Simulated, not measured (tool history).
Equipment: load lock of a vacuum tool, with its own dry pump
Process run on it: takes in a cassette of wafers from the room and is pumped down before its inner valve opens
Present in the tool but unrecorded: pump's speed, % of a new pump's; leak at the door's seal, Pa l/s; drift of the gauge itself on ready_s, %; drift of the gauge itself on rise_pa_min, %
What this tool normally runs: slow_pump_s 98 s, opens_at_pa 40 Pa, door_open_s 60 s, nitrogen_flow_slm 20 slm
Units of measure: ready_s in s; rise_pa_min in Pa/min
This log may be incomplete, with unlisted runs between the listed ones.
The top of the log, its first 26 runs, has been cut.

| run | hour | slow_pump_s | opens_at_pa | door_open_s | nitrogen_flow_slm | hours that the pump has run since its overhaul | times that the door has closed on its seal | incoming humidity of the room's air, % | ready_s | rise_pa_min |
|---|---|---|---|---|---|---|---|---|---|---|
| 27 | 4180.3 | 59 | 30 | 61 | 31 | 8370 | 2559 | 45.5 | 127.6 | 0.034 |
| 28 | 4311.6 | 98 | 50 | 123 | 6 | 8501 | 2818 | 50.7 | 157.6 | 0.075 |
| 29 | 4481.2 | 188 | 50 | 123 | 10 | 8670 | 3152 | 43.4 | 230.8 | 0.059 |
| 30 | 4573 | 188 | 50 | 123 | 10 | 8762 | 3333 | 39.8 | 232.9 | 0.062 |
| 31 | 4734.6 | 148 | 50 | 39 | 13 | 8924 | 3651 | 46 | 197.9 | 0.034 |
| 32 | 4920.7 | 98 | 40 | 30 | 20 | 9110 | 4018 | 45.5 | 160.3 | 0.037 |
| 33 | 5070.8 | 98 | 40 | 30 | 20 | 9260 | 4313 | 44.9 | 157.4 | 0.031 |
| 34 | 5179.4 | 98 | 29 | 30 | 20 | 9369 | 4527 | 42.5 | 161.7 | 0.042 |
| 35 | 5283.9 | 56 | 41 | 31 | 20 | 9473 | 4733 | 44.8 | 121.5 | 0.035 |
| 36 | 5472.1 | 102 | 47 | 99 | 25 | 9661 | 5104 | 47.2 | 160.9 | 0.057 |

Forecast each of these 3 alternatives for the next run:
| A | 5637.6 | 98 | 39 | 60 | 32 | 9827 | 5430 | 44.1 | ? | ? |
| B | 5637.6 | 98 | 40 | 54 | 20 | 9827 | 5430 | 43 | ? | ? |
| C | 5637.6 | 55 | 64 | 99 | 28 | 9827 | 5430 | 44.4 | ? | ? |

| run | ready_s | rise_pa_min |
|---|---|---|
| A | 157.9 | 0.051 |
| B | 158.7 | 0.052 |
| C | 117.4 | 0.055 |
With no hidden state in the tool, these same runs would have given:
| run | ready_s | rise_pa_min |
|---|---|---|
| A | 153 | 0.028 |
| B | 153.8 | 0.029 |
| C | 112.4 | 0.032 |
